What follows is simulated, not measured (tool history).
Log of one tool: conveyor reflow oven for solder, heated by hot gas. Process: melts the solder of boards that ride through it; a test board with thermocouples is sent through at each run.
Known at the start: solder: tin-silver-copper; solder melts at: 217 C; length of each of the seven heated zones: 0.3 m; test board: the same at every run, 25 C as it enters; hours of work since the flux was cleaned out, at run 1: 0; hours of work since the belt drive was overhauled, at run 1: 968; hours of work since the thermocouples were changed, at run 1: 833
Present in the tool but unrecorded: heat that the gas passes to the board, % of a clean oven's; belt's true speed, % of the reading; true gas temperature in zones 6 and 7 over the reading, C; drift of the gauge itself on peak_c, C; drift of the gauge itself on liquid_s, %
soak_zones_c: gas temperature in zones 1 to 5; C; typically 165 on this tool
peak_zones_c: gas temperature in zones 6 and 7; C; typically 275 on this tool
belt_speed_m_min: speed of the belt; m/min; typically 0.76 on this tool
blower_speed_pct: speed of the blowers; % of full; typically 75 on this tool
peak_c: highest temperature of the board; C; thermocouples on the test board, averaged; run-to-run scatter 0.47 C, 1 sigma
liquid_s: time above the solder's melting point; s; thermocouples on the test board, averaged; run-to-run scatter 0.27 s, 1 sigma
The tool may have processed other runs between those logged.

run    hour  soak_zones_c  peak_zones_c  belt_speed_m_min  blower_speed_pct  hours of work since the flux was cleaned out  hours of work since the belt drive was overhauled  hours of work since the thermocouples were changed  peak_c  liquid_s
  1       0           165           275              0.76                75                                             0                                                968                                                 833   254.3      35.3
  2    97.5           164           275              0.76                75                                            48                                               1015                                                 881   254.7      34.4
      119.7  -- belt drive overhauled, speed set with a stopwatch
  3   172.6           165           275              0.76                75                                            82                                                 26                                                 916   253.3      33.6
  4   215.3           165           275              0.76                75                                           103                                                 47                                                 936   253.7      33.7
  5   300.5           165           275              0.76                81                                           145                                                 88                                                 978   254.6      33.8
  6   352.6           165           275              0.76                81                                           170                                                114                                                1003   253.5        34
  7   417.5           165           275              0.76                81                                           202                                                145                                                1035   252.5      33.3
  8   517.9           165           275              0.76                81                                           251                                                194                                                1084   252.6      33.4
  9   593.6           165           275              0.76                81                                           288                                                231                                                1121   251.9      32.8
        666  -- thermocouples of zones 6 and 7 changed
 10   676.7           165           278              0.76                75                                           327                                                271                                                   5   255.4      34.6
 11   718.5           165           278              0.76                75                                           348                                                291                                                  26   255.8      34.2
 12   797.8           165           278              0.76                75                                           386                                                330                                                  64   253.8      33.9
      811.9  -- flux residue cleaned out of gas plates and filters
 13     895           165           275              0.76                75                                            41                                                375                                                 109     255      34.6
 14   959.8           165           275              0.76                67                                            72                                                407                                                 141   252.9      33.2
 15  1024.6           165           275              0.76                75                                           104                                                438                                                 173     254      33.9
 16  1073.6           160           275              0.76                75                                           128                                                462                                                 196   252.7      32.2
 17  1128.4           164           275              0.76                75                                           155                                                489                                                 223   253.2      33.9
 18  1230.1           165           272              0.76                73                                           204                                                539                                                 273   250.1      32.6
 19  1325.2           165           275             0.618                75                                           251                                                585                                                 319   259.8      45.8
 20  1425.7           165           275             0.618                75                                           300                                                634                                                 368   260.2      45.7
 21  1469.8           157           277              0.83                67                                           321                                                656                                                 390   245.8      25.7
 22  1511.4           152           266             0.688                86                                           341                                                676                                                 410   247.6      31.9
 23  1594.6           176           271             0.688                86                                           382                                                716                                                 451   256.1      41.7
     1616.8  -- flux residue cleaned out of gas plates and filters
 24  1667.4           161           275              0.76                75                                            25                                                749                                                 484     254        34
 25    1738           161           275              0.76                75                                            59                                                784                                                 518   253.2        34
 26  1805.9           161           275              0.76                75                                            92                                                817                                                 551   253.2      33.5
 27  1907.9           161           275              0.76                87                                           142                                                867                                                 601   255.3      34.1
 28  1993.6           153           269             0.691                77                                           184                                                909                                                 643   250.1      34.4
 29  2050.5           153           269             0.691                77                                           212                                                936                                                 671   249.1      33.3
 30  2105.8           153           269             0.691                77                                           239                                                963                                                 698   249.2      33.2

Branching from run 30: 3 alternative next runs. What would each branch give?
  A  2177.2           153           265              0.65                61                                           273                                                998                                                 733       ?         ?
  B  2177.2           165           274              0.71                75                                           273                                                998                                                 733       ?         ?
  C  2177.2           161           282             0.727                77                                           273                                                998                                                 733       ?         ?

run  peak_c  liquid_s
  A   245.2      32.4
  B   253.9      36.9
  C   259.8      37.5
Take away the tool's hidden state, keep each run's random variation, and the runs would have read:
run  peak_c  liquid_s
  A   247.9      34.1
  B   256.8      38.1
  C     263      38.5

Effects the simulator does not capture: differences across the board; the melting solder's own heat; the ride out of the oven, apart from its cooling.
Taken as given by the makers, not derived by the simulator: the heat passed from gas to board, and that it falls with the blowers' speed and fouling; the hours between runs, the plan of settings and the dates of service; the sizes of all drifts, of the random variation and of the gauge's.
